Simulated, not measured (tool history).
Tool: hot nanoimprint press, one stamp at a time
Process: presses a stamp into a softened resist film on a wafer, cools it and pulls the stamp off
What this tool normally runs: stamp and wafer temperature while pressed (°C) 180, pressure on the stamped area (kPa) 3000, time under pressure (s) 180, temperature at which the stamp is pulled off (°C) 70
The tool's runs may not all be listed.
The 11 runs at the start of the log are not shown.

run   hour  stamp and wafer temperature while pressed (°C)  pressure on the stamped area (kPa)  time under pressure (s)  temperature at which the stamp is pulled off (°C)  resist left under the stamp's widest pad (nm)  greatest force while the stamp is pulled off (N)
 12  140.9                                             180                                3000                      180                                                 65                                          105.7                                               236
 13  156.8                                             178                                3000                      180                                                 65                                          110.9                                               235
 14  171.7                                             178                                3000                      180                                                 65                                          112.4                                               235
 15  181.6                                             178                                3000                      180                                                 65                                          112.4                                               229
 16  190.3                                             180                                3000                      180                                                 70                                          106.0                                               215
 17  207.0                                             169                                3000                      180                                                 70                                          142.7                                               208
 18  217.8                                             169                                3000                      180                                                 70                                          142.9                                               211
     240.5  -- stamp cleaned and given a new release coat
 19  241.3                                             169                                3000                      180                                                 70                                          143.2                                               203
 20  251.4                                             169                                3000                      180                                                 70                                          142.8                                               212
 21  269.3                                             188                                4300                      136                                                 65                                           78.5                                               231

What does the tool deliver on the next run?
 22  277.1                                             186                                4610                      245                                                 59                                              ?                                                 ?

Run 22 yielded resist left under the stamp's widest pad (nm) 63.3, greatest force while the stamp is pulled off (N) 256.
With the hidden condition absent and the run-to-run variation left alone, this run would have shown resist left under the stamp's widest pad (nm) 62.2, greatest force while the stamp is pulled off (N) 256.

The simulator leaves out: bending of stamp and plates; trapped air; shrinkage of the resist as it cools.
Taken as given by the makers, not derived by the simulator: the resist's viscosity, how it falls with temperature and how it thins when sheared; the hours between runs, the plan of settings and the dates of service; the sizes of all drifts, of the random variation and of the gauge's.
